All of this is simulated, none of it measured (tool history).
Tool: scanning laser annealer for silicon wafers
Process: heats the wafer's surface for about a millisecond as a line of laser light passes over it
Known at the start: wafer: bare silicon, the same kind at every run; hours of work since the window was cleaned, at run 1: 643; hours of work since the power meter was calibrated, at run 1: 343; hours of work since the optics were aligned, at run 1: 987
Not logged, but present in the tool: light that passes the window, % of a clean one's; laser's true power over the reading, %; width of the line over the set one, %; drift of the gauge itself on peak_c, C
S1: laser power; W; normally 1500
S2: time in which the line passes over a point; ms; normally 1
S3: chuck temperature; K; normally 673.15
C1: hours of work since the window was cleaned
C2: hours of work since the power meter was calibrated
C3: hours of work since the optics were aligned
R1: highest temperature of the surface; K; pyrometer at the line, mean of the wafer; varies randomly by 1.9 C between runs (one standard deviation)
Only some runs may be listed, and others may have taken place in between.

Run 1, hour 0: usual settings; C1 643; C2 343; C3 987. Result: R1 1360.15 K.
Run 2, hour 11.3: usual settings; C1 650; C2 350; C3 994. Result: R1 1357.15 K.
Run 3, hour 22: usual settings; C1 656; C2 356; C3 1001. Result: R1 1355.15 K.
Run 4, hour 33.5: usual settings; C1 663; C2 363; C3 1007. Result: R1 1357.15 K.
Run 5, hour 42.5: usual settings; C1 669; C2 368; C3 1013. Result: R1 1355.15 K.
At hour 51.3: optics aligned, line set to its width.
Run 6, hour 67: usual settings; C1 680; C2 380; C3 9. Result: R1 1357.15 K.
Run 7, hour 75.3: usual settings; C1 685; C2 385; C3 14. Result: R1 1363.15 K.
Run 8, hour 86.8: usual settings; C1 692; C2 392; C3 21. Result: R1 1361.15 K.
Run 9, hour 100.3: usual settings; C1 700; C2 400; C3 29. Result: R1 1363.15 K.
Run 10, hour 108.6: usual settings; C1 705; C2 405; C3 34. Result: R1 1357.15 K.
Run 11, hour 121.3: usual settings; C1 713; C2 412; C3 42. Result: R1 1362.15 K.
Run 12, hour 138.4: usual settings; C1 723; C2 423; C3 52. Result: R1 1362.15 K.
Run 13, hour 150.4: usual settings; C1 730; C2 430; C3 59. Result: R1 1361.15 K.
Run 14, hour 159: usual settings; C1 735; C2 435; C3 64. Result: R1 1359.15 K.
Run 15, hour 167.8: usual settings; C1 740; C2 440; C3 69. Result: R1 1357.15 K.
Run 16, hour 180.1: usual settings; C1 748; C2 448; C3 77. Result: R1 1358.15 K.
Run 17, hour 197.3: usual settings; C1 758; C2 458; C3 87. Result: R1 1358.15 K.
Run 18, hour 212: usual settings; C1 767; C2 467; C3 96. Result: R1 1356.15 K.
Run 19, hour 226.1: usual settings; C1 775; C2 475; C3 104. Result: R1 1356.15 K.
Run 20, hour 240.8: usual settings but S3 686.15 K; C1 784; C2 484; C3 113. Result: R1 1369.15 K.
Run 21, hour 256.8: usual settings but S3 686.15 K; C1 794; C2 493; C3 123. Result: R1 1368.15 K.
Run 22, hour 271.2: usual settings but S3 686.15 K; C1 802; C2 502; C3 131. Result: R1 1369.15 K.
Run 23, hour 283.3: usual settings but S3 686.15 K; C1 809; C2 509; C3 138. Result: R1 1367.15 K.
Run 24, hour 297.5: usual settings but S1 1315 W, S2 0.89 ms, S3 701.15 K; C1 818; C2 518; C3 147. Result: R1 1274.15 K.
Run 25, hour 306: usual settings but S2 0.98 ms, S3 636.15 K; C1 823; C2 523; C3 152. Result: R1 1311.15 K.
Run 26, hour 319.9: usual settings but S2 0.98 ms, S3 636.15 K; C1 831; C2 531; C3 160. Result: R1 1312.15 K.
Run 27, hour 330.1: usual settings but S2 0.98 ms, S3 636.15 K; C1 837; C2 537; C3 166. Result: R1 1309.15 K.
Run 28, hour 349: usual settings but S1 1635 W, S2 0.78 ms, S3 685.15 K; C1 849; C2 548; C3 178. Result: R1 1346.15 K.
Run 29, hour 358.4: usual settings but S1 1450 W, S2 1.05 ms, S3 695.15 K; C1 854; C2 554; C3 183. Result: R1 1370.15 K.
Run 30, hour 372.6: usual settings but S3 642.15 K; C1 863; C2 563; C3 192. Result: R1 1323.15 K.
Run 31, hour 388.5: usual settings but S1 1362 W, S2 0.86 ms, S3 658.15 K; C1 872; C2 572; C3 201. Result: R1 1235.15 K.
Run 32, hour 402: usual settings but S2 0.93 ms, S3 711.15 K; C1 880; C2 580; C3 209. Result: R1 1364.15 K.
Run 33, hour 418.9: usual settings but S1 1572 W, S2 1.24 ms, S3 687.15 K; C1 890; C2 590; C3 219. Result: R1 1468.15 K.
Run 34, hour 433.2: usual settings but S1 1315 W, S2 0.95 ms, S3 651.15 K; C1 899; C2 599; C3 228. Result: R1 1235.15 K.
At hour 446.5: window over the wafer cleaned.
Run 35, hour 453.4: usual settings but S1 1438 W, S2 1.15 ms, S3 678.15 K; C1 4; C2 609; C3 239. Result: R1 1409.15 K.
Run 36, hour 468.9: usual settings but S2 0.97 ms; C1 13; C2 619; C3 248. Result: R1 1375.15 K.
Run 37, hour 488.4: usual settings but S1 1591 W, S2 0.7 ms, S3 675.15 K; C1 25; C2 630; C3 260. Result: R1 1316.15 K.
Run 38, hour 500.7: usual settings but S1 1591 W, S2 0.7 ms, S3 675.15 K; C1 32; C2 638; C3 267. Result: R1 1311.15 K.

Here are 3 independent what-if runs from the current tool condition. What would each one return?
Run A, hour 510.6: usual settings but S1 1433 W, S2 1.15 ms, S3 675.15 K; C1 38; C2 644; C3 273. Result: R1 ?.
Run B, hour 510.6: usual settings but S1 1591 W, S2 1.01 ms, S3 675.15 K; C1 38; C2 644; C3 273. Result: R1 ?.
Run C, hour 510.6: usual settings but S2 0.75 ms; C1 38; C2 644; C3 273. Result: R1 ?.

run       R1
  A  1401.15
  B  1427.15
  C  1295.15
Stripped of hidden state, with their random variation kept, the same runs would have yielded:
run       R1
  A  1410.15
  B  1437.15
  C  1303.15

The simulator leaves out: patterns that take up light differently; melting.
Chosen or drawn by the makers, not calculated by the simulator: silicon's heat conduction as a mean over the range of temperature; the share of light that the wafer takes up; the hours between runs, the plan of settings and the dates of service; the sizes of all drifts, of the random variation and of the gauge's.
